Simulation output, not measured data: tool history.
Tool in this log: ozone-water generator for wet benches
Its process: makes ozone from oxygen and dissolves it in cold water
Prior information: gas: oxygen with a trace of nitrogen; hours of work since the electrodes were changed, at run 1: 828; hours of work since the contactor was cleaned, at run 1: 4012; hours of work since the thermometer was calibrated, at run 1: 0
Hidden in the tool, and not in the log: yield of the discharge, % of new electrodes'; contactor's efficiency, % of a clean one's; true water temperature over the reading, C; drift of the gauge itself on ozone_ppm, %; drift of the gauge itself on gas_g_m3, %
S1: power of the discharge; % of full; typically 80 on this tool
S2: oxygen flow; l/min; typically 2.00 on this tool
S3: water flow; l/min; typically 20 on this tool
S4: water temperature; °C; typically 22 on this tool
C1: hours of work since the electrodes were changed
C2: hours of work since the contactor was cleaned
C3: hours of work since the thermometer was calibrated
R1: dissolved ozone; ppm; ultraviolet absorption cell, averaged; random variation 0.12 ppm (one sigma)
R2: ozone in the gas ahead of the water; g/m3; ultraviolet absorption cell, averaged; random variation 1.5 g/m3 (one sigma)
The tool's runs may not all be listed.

Run 1, day 0.000: usual settings; C1 828; C2 4012; C3 0. Result: R1 12.6 ppm, R2 284.1 g/m3.
Run 2, day 5.379: usual settings but S3 15 l/min; C1 916; C2 4100; C3 88. Result: R1 16.9 ppm, R2 282.4 g/m3.
Run 3, day 13.646: usual settings; C1 1051; C2 4236; C3 224. Result: R1 12.4 ppm, R2 283.4 g/m3.
Run 4, day 20.700: usual settings; C1 1167; C2 4352; C3 340. Result: R1 12.3 ppm, R2 282.7 g/m3.
Run 5, day 29.446: usual settings but S1 52 % of full; C1 1311; C2 4495; C3 483. Result: R1 9.7 ppm, R2 220.8 g/m3.
At day 34.146: contactor cleaned.
Run 6, day 35.912: usual settings but S1 52 % of full; C1 1414; C2 29; C3 586. Result: R1 9.8 ppm, R2 222.9 g/m3.
Run 7, day 44.142: usual settings but S1 52 % of full, S2 3.22 l/min; C1 1549; C2 164; C3 721. Result: R1 10.2 ppm, R2 167.4 g/m3.
Run 8, day 51.500: usual settings but S1 52 % of full, S2 3.22 l/min; C1 1670; C2 285; C3 842. Result: R1 10.1 ppm, R2 165.5 g/m3.
Run 9, day 55.871: usual settings but S1 52 % of full, S2 3.22 l/min; C1 1741; C2 356; C3 914. Result: R1 10.1 ppm, R2 165.0 g/m3.
Run 10, day 62.496: usual settings but S4 15 °C; C1 1850; C2 465; C3 1022. Result: R1 13.1 ppm, R2 280.5 g/m3.
Run 11, day 70.275: usual settings but S4 15 °C; C1 1978; C2 593; C3 1150. Result: R1 13.1 ppm, R2 283.6 g/m3.
Run 12, day 74.400: usual settings but S4 15 °C; C1 2045; C2 660; C3 1218. Result: R1 13.2 ppm, R2 281.9 g/m3.
Run 13, day 80.538: usual settings but S4 15 °C; C1 2146; C2 761; C3 1318. Result: R1 13.2 ppm, R2 282.2 g/m3.
Run 14, day 87.950: usual settings but S1 81 % of full, S2 1.31 l/min, S3 15 l/min, S4 19 °C; C1 2267; C2 883; C3 1440. Result: R1 16.8 ppm, R2 367.2 g/m3.
Run 15, day 94.533: usual settings but S1 41 % of full, S2 1.59 l/min, S3 19 l/min, S4 17 °C; C1 2375; C2 990; C3 1548. Result: R1 9.2 ppm, R2 226.7 g/m3.
Run 16, day 101.233: usual settings but S1 41 % of full, S2 1.59 l/min, S3 19 l/min, S4 17 °C; C1 2485; C2 1100; C3 1658. Result: R1 9.2 ppm, R2 225.6 g/m3.
Run 17, day 109.488: usual settings but S1 41 % of full, S2 1.59 l/min, S3 19 l/min, S4 17 °C; C1 2621; C2 1236; C3 1793. Result: R1 9.2 ppm, R2 222.6 g/m3.
Run 18, day 113.508: usual settings but S2 1.18 l/min, S4 17 °C; C1 2687; C2 1302; C3 1859. Result: R1 11.7 ppm, R2 387.4 g/m3.
Run 19, day 120.892: usual settings but S1 91 % of full, S2 2.83 l/min, S3 13 l/min; C1 2808; C2 1423; C3 1980. Result: R1 21.2 ppm, R2 240.0 g/m3.
Run 20, day 125.850: usual settings but S1 91 % of full, S2 2.83 l/min, S3 13 l/min; C1 2889; C2 1504; C3 2062. Result: R1 21.1 ppm, R2 240.8 g/m3.
Run 21, day 131.429: usual settings but S1 91 % of full, S2 2.83 l/min, S3 13 l/min; C1 2981; C2 1596; C3 2153. Result: R1 20.8 ppm, R2 240.1 g/m3.
Run 22, day 138.692: usual settings but S1 71 % of full; C1 3100; C2 1715; C3 2272. Result: R1 11.7 ppm, R2 261.1 g/m3.
Run 23, day 145.108: usual settings but S1 87 % of full, S2 2.71 l/min, S3 13 l/min; C1 3205; C2 1820; C3 2377. Result: R1 20.6 ppm, R2 241.3 g/m3.

Selected run-to-run steps in R2, each split into two signed amounts: the part the tool would show with no hidden state at all (from settings, incoming material and random variation), and the remainder, which goes to the hidden state together with any gauge scatter not common to the measured and the hidden-state-free results:
Run 17 -> 18: S1 41 -> 80, S2 1.59 -> 1.18, S3 19 -> 20. R2 +164.8 g/m3: hidden state -3.2, all else +168.0.
Run 18 -> 19: S1 80 -> 91, S2 1.18 -> 2.83, S3 20 -> 13, S4 17 -> 22. R2 -147.4 g/m3: hidden state +2.3, all else -149.7.
